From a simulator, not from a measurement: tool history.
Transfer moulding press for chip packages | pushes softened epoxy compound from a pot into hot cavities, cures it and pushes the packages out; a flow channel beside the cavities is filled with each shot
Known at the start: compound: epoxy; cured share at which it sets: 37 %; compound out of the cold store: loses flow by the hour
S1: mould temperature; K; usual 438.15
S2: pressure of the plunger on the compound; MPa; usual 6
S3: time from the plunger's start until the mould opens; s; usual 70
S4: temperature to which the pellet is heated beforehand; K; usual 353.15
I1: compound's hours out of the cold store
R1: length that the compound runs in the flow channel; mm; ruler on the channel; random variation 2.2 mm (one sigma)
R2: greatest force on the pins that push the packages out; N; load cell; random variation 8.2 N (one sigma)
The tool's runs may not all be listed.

run	hour	S1	S2	S3	S4	I1	R1	R2
1	0	438.15	6	70	353.15	36.1	657	361
2	7.9	438.15	6	55	353.15	27.8	676	712
3	18.5	438.15	6	55	353.15	19.3	693	811
4	29.5	438.15	6	70	353.15	36.4	650	485
5	37.1	431.15	6	70	353.15	16.4	728	852
# hour 44.3: cavities cleaned with cleaning compound and waxed
6	49.8	431.15	6	70	353.15	27	694	662
7	56.9	431.15	6	70	353.15	11.1	742	771
8	67.1	434.15	6	70	353.15	24.2	687	640
9	77	434.15	6	70	353.15	22.9	692	658
# hour 88.9: cavities cleaned with cleaning compound and waxed
10	89.4	434.15	6	70	353.15	44.5	632	450
11	98.7	438.15	6	70	351.15	37.5	636	420
12	108.8	438.15	6	70	353.15	12.1	709	514
13	118.1	438.15	6	70	353.15	24.6	667	513
14	126.1	438.15	6	76	353.15	47.5	610	450
# hour 133.4: cavities cleaned with cleaning compound and waxed
15	138.2	441.15	6	70	353.15	31.1	640	343
16	148.2	438.15	5.5	70	354.15	16.5	656	464
17	153.5	438.15	6	58	350.15	13.3	694	747
18	161.1	437.15	6	58	345.15	9	709	902
# hour 164.1: mould's thermocouples calibrated
19	173	437.15	6.75	58	355.15	27.5	695	801
# hour 179.6: cavities cleaned with cleaning compound and waxed
20	179.6	439.15	6	70	348.15	41.2	617	350
21	189.4	443.15	5.05	51	347.15	41.5	554	606
# hour 197.5: mould's thermocouples calibrated, once more
22	200.1	443.15	5.05	51	347.15	31.4	570	608
23	210.3	438.15	6	66	360.15	17.1	673	562
24	220.1	438.15	6	66	360.15	28.7	639	543
# hour 226.3: cavities cleaned with cleaning compound and waxed
25	231.2	438.15	6	66	360.15	11.4	682	457
# hour 235.6: plunger's sealing rings changed
26	244.2	438.15	6	54	346.15	32.7	669	770

Run 27 comes next. What will it give?
27	251	438.15	4.92	92	353.15	13.2	?	?

R1: 655 mm
R2: 368 N
Without the tool's hidden state the same run would have given R1 659 mm, R2 274 N.
